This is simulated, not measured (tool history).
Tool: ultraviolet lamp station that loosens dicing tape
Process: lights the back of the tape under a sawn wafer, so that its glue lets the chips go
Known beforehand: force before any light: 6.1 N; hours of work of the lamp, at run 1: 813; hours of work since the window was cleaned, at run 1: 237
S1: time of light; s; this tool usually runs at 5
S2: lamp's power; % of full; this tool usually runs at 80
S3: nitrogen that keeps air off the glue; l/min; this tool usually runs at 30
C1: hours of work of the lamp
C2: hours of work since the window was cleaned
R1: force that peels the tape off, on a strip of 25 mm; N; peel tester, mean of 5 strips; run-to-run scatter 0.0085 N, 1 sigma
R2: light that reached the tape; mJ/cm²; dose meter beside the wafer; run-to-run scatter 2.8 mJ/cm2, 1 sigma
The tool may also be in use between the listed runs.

run,hour,S1,S2,S3,C1,C2,R1,R2
1,0.0,5,80,30,813,237,0.500,308
2,28.4,5,80,30,829,253,0.544,312
3,48.0,5,80,30,839,264,0.523,309
4,80.1,5,80,30,857,281,0.568,305
5,105.5,5,80,30,871,295,0.539,303
6,140.6,5,80,30,890,315,0.562,303
7,161.7,5,64,30,902,326,0.882,240
8,178.1,5,64,30,911,335,0.866,240
9,218.3,5,96,30,933,357,0.421,353
10,237.6,5,65,30,944,368,0.824,238
11,273.9,5,80,30,963,388,0.606,290
12,301.5,5,80,21,979,403,0.793,286
13,334.7,4,73,33,997,421,1.033,210
14,355.5,4,73,33,1008,433,1.033,208
15,378.5,6,69,16,1021,445,0.958,286
16,405.1,6,69,16,1036,460,0.911,289
17,436.0,6,66,16,1053,477,1.006,277
# hour 458.4: window cleaned of glue's vapour
18,475.5,6,66,16,1074,9,0.852,302
19,496.8,6,80,39,1086,21,0.326,360
20,530.1,4,80,30,1104,39,0.819,246
21,559.5,5,80,30,1120,56,0.588,298
22,598.3,6,67,32,1142,77,0.533,296
23,638.6,6,67,14,1164,99,0.978,292

Predict each of these 4 candidate next runs independently; none follows another, all start after run 23:
A,661.6,3,80,32,1176,112,?,?
B,661.6,6,90,14,1176,112,?,?
C,661.6,5,81,30,1176,112,?,?
D,661.6,5,80,11,1176,112,?,?

run,R1,R2
A,1.343,176
B,0.602,392
C,0.595,297
D,1.203,292
Without the tool's hidden state the same runs would have given:
run,R1,R2
A,0.855,234
B,0.343,523
C,0.340,394
D,0.747,390
